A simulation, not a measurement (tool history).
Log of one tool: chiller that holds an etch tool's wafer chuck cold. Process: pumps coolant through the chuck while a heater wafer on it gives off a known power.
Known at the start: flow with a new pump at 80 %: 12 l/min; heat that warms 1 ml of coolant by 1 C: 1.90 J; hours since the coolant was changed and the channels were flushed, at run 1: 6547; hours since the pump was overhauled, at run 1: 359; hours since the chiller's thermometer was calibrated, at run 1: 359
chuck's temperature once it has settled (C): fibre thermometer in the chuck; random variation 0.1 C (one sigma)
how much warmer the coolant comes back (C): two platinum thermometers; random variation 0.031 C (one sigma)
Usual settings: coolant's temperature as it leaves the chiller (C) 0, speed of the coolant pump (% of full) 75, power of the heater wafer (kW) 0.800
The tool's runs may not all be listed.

run,hour,coolant's temperature as it leaves the chiller (C),speed of the coolant pump (% of full),power of the heater wafer (kW),hours since the coolant was changed and the channels were flushed,hours since the pump was overhauled,hours since the chiller's thermometer was calibrated,chuck's temperature once it has settled (C),how much warmer the coolant comes back (C)
1,0.0,0,75,0.800,6547,359,359,6.2,2.24
2,49.7,0,75,0.800,6596,409,409,6.1,2.28
3,118.3,0,75,0.800,6665,478,478,6.1,2.29
4,157.1,0,75,0.800,6704,516,516,6.1,2.29
5,218.7,0,75,0.800,6765,578,578,6.3,2.30
6,266.2,0,75,0.800,6813,625,625,6.1,2.21
7,300.8,0,75,0.800,6847,660,660,6.2,2.28
8,344.4,0,75,0.800,6891,704,704,6.1,2.29
9,393.2,0,61,0.800,6940,752,752,6.9,2.80
10,447.5,0,75,0.403,6994,807,807,3.0,1.13
11,480.0,0,75,0.403,7027,839,839,3.2,1.16
12,538.3,0,75,0.403,7085,898,898,3.0,1.16
13,591.1,0,75,0.800,7138,950,950,6.3,2.29
14,662.9,0,75,0.800,7210,1022,1022,6.2,2.29
15,700.6,0,75,0.800,7247,1060,1060,6.3,2.24
16,760.2,0,75,1.042,7307,1119,1119,8.2,2.97
17,798.3,-10,75,0.800,7345,1158,1158,-3.8,2.29
18,869.6,6,93,0.800,7416,1229,1229,11.6,1.85
19,938.8,1,70,0.947,7485,1298,1298,8.8,2.94
20,994.5,-7,65,0.480,7541,1354,1354,-2.8,1.58
21,1058.2,2,89,0.800,7605,1417,1417,7.7,1.89
22,1092.9,-1,82,0.834,7639,1452,1452,5.4,2.14
23,1139.7,-1,82,0.834,7686,1499,1499,5.3,2.20
24,1205.5,-1,82,0.834,7752,1565,1565,5.1,2.23
25,1281.3,-3,72,0.923,7828,1641,1641,4.4,2.71
26,1314.9,-3,72,0.923,7862,1674,1674,4.5,2.78
27,1375.5,-3,72,0.923,7922,1735,1735,4.6,2.75
28,1452.6,-3,97,0.923,7999,1812,1812,3.3,2.07
29,1515.2,2,89,0.800,8062,1874,1874,7.8,1.95
30,1554.8,0,75,0.660,8101,1914,1914,5.2,1.93
31,1594.6,1,75,0.451,8141,1954,1954,4.7,1.30
32,1663.0,-9,75,0.479,8210,2022,2022,-5.2,1.40
33,1702.3,-9,75,0.479,8249,2062,2062,-5.2,1.41

Forecast each of these 3 alternatives for the next run:
A,1753.8,0,69,0.580,8300,2113,2113,?,?
B,1753.8,1,97,0.479,8300,2113,2113,?,?
C,1753.8,-6,75,0.625,8300,2113,2113,?,?

run,chuck's temperature once it has settled (C),how much warmer the coolant comes back (C)
A,4.9,1.84
B,4.4,1.07
C,-0.8,1.82
Without the tool's hidden state the same runs would have given:
run,chuck's temperature once it has settled (C),how much warmer the coolant comes back (C)
A,4.2,1.79
B,3.8,1.04
C,-1.6,1.77
